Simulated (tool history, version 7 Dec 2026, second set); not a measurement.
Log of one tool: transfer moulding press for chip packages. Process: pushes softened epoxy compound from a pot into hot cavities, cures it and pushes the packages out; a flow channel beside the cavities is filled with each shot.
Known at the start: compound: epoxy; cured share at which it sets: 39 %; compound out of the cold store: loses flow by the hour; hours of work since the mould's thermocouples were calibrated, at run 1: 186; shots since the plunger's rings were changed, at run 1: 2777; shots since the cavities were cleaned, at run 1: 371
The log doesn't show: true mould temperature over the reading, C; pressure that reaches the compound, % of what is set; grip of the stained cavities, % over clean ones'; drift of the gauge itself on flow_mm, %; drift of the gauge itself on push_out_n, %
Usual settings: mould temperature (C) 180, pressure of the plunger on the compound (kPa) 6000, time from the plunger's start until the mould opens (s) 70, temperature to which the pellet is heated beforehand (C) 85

run   hour  mould temperature (C)  pressure of the plunger on the compound (kPa)  time from the plunger's start until the mould opens (s)  temperature to which the pellet is heated beforehand (C)  hours of work since the mould's thermocouples were calibrated  shots since the plunger's rings were changed  shots since the cavities were cleaned  incoming compound's hours out of the cold store  length that the compound runs in the flow channel (mm)  greatest force on the pins that push the packages out (N)
  1    0.0                    180                                           6000                                                       70                                                        85                                                            186                                          2777                                    371                                             23.9                                                     604                                                        391
       5.8  -- plunger's sealing rings changed
      13.5  -- cavities cleaned with cleaning compound and waxed
  2   16.3                    180                                           6000                                                       70                                                        85                                                            195                                           155                                     47                                             25.8                                                     623                                                        497
  3   26.7                    180                                           6000                                                       70                                                        85                                                            202                                           335                                    227                                             36.7                                                     587                                                        495
  4   38.9                    180                                           6000                                                       70                                                        85                                                            210                                           545                                    437                                             40.4                                                     574                                                        489
      46.4  -- cavities cleaned with cleaning compound and waxed
  5   48.4                    180                                           6000                                                       70                                                        85                                                            215                                           682                                     34                                             37.6                                                     584                                                        281
  6   57.4                    180                                           6000                                                       70                                                        85                                                            221                                           837                                    189                                             37.1                                                     585                                                        337
  7   63.1                    180                                           6000                                                       70                                                        85                                                            225                                           936                                    288                                             37.5                                                     579                                                        376
  8   75.5                    180                                           6000                                                       70                                                        85                                                            233                                          1148                                    500                                              9.2                                                     668                                                        441
      79.6  -- cavities cleaned with cleaning compound and waxed
      82.7  -- cavities cleaned with cleaning compound and waxed, once more
  9   88.6                    180                                           6370                                                       70                                                        85                                                            240                                          1324                                    102                                             24.5                                                     635                                                        325
 10   97.5                    188                                           6000                                                       85                                                        82                                                            246                                          1476                                    254                                             27.1                                                     592                                                        304
 11  106.9                    188                                           6000                                                       85                                                        82                                                            252                                          1638                                    416                                             15.2                                                     627                                                        341

Measured less the same run without the tool's hidden state. The same run-to-run variation is in both; the gauge's scatter may not be:
run  length that the compound runs in the flow channel (mm)  greatest force on the pins that push the packages out (N)
  1                                                     -26                                                       +113
  2                                                      -3                                                       +215
  3                                                      -5                                                       +222
  4                                                      -7                                                       +223
  5                                                      -7                                                         +9
  6                                                      -9                                                        +61
  7                                                     -10                                                        +88
  8                                                     -13                                                       +140
  9                                                     -15                                                        +36
 10                                                     -15                                                        +74
 11                                                     -17                                                       +105

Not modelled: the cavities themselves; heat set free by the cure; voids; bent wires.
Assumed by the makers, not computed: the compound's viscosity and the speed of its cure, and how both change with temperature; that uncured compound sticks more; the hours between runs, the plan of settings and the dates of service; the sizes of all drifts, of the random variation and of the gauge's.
